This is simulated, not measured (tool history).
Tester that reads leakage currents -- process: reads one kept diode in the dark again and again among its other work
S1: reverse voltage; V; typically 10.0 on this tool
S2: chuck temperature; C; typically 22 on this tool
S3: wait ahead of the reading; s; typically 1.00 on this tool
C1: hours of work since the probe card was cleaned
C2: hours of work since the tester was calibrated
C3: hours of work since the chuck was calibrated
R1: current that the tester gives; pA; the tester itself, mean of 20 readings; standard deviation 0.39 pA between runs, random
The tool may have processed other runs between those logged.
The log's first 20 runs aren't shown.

{"run": 21, "hour": 493.7, "S1": 2.1, "S2": 22, "S3": 1.03, "C1": 665, "C2": 2205, "C3": 773, "R1": 58.21}
{"run": 22, "hour": 508.8, "S1": 10.0, "S2": 27, "S3": 6.6, "C1": 677, "C2": 2217, "C3": 785, "R1": 213.82}
{"hour": 531.5, "done": "tester calibrated"}
{"run": 23, "hour": 539.0, "S1": 10.0, "S2": 27, "S3": 6.6, "C1": 699, "C2": 6, "C3": 807, "R1": 211.39}
{"run": 24, "hour": 570.4, "S1": 10.0, "S2": 53, "S3": 1.24, "C1": 723, "C2": 31, "C3": 832, "R1": 1506.06}
{"run": 25, "hour": 594.4, "S1": 1.3, "S2": 38, "S3": 1.0, "C1": 742, "C2": 49, "C3": 851, "R1": 159.53}
{"run": 26, "hour": 621.9, "S1": 10.0, "S2": 51, "S3": 7.14, "C1": 764, "C2": 71, "C3": 872, "R1": 1307.59}
{"run": 27, "hour": 638.2, "S1": 10.0, "S2": 51, "S3": 0.85, "C1": 777, "C2": 84, "C3": 885, "R1": 1315.86}
{"run": 28, "hour": 654.2, "S1": 10.0, "S2": 55, "S3": 0.85, "C1": 789, "C2": 96, "C3": 898, "R1": 1730.71}
{"run": 29, "hour": 677.5, "S1": 4.1, "S2": 33, "S3": 0.78, "C1": 807, "C2": 115, "C3": 916, "R1": 209.54}
{"run": 30, "hour": 694.3, "S1": 1.7, "S2": 55, "S3": 1.0, "C1": 821, "C2": 128, "C3": 929, "R1": 639.73}
{"run": 31, "hour": 710.4, "S1": 1.7, "S2": 29, "S3": 5.37, "C1": 833, "C2": 140, "C3": 942, "R1": 91.73}
{"run": 32, "hour": 740.8, "S1": 1.7, "S2": 29, "S3": 5.37, "C1": 857, "C2": 164, "C3": 966, "R1": 92.88}
{"run": 33, "hour": 764.3, "S1": 1.7, "S2": 29, "S3": 1.33, "C1": 876, "C2": 183, "C3": 984, "R1": 92.67}
{"run": 34, "hour": 800.2, "S1": 1.6, "S2": 34, "S3": 5.83, "C1": 904, "C2": 211, "C3": 1012, "R1": 133.51}
{"run": 35, "hour": 816.8, "S1": 1.6, "S2": 34, "S3": 5.83, "C1": 917, "C2": 224, "C3": 1025, "R1": 133.58}
{"run": 36, "hour": 843.1, "S1": 1.2, "S2": 58, "S3": 5.94, "C1": 937, "C2": 244, "C3": 1046, "R1": 647.19}
{"run": 37, "hour": 876.4, "S1": 5.2, "S2": 21, "S3": 1.04, "C1": 964, "C2": 271, "C3": 1072, "R1": 92.03}
{"run": 38, "hour": 897.2, "S1": 5.2, "S2": 21, "S3": 1.04, "C1": 980, "C2": 287, "C3": 1088, "R1": 92.4}

Forecast each of these 3 alternatives for the next run:
{"run": "A", "hour": 932.3, "S1": 9.8, "S2": 36, "S3": 1.38, "C1": 1007, "C2": 314, "C3": 1116, "R1": "?"}
{"run": "B", "hour": 932.3, "S1": 5.2, "S2": 27, "S3": 1.04, "C1": 1007, "C2": 314, "C3": 1116, "R1": "?"}
{"run": "C", "hour": 932.3, "S1": 11.1, "S2": 42, "S3": 3.12, "C1": 1007, "C2": 314, "C3": 1116, "R1": "?"}

run=A R1=441.50
run=B R1=151.35
run=C R1=744.84
With no hidden state in the tool, these same runs would have given:
run=A R1=393.80
run=B R1=133.69
run=C R1=668.33
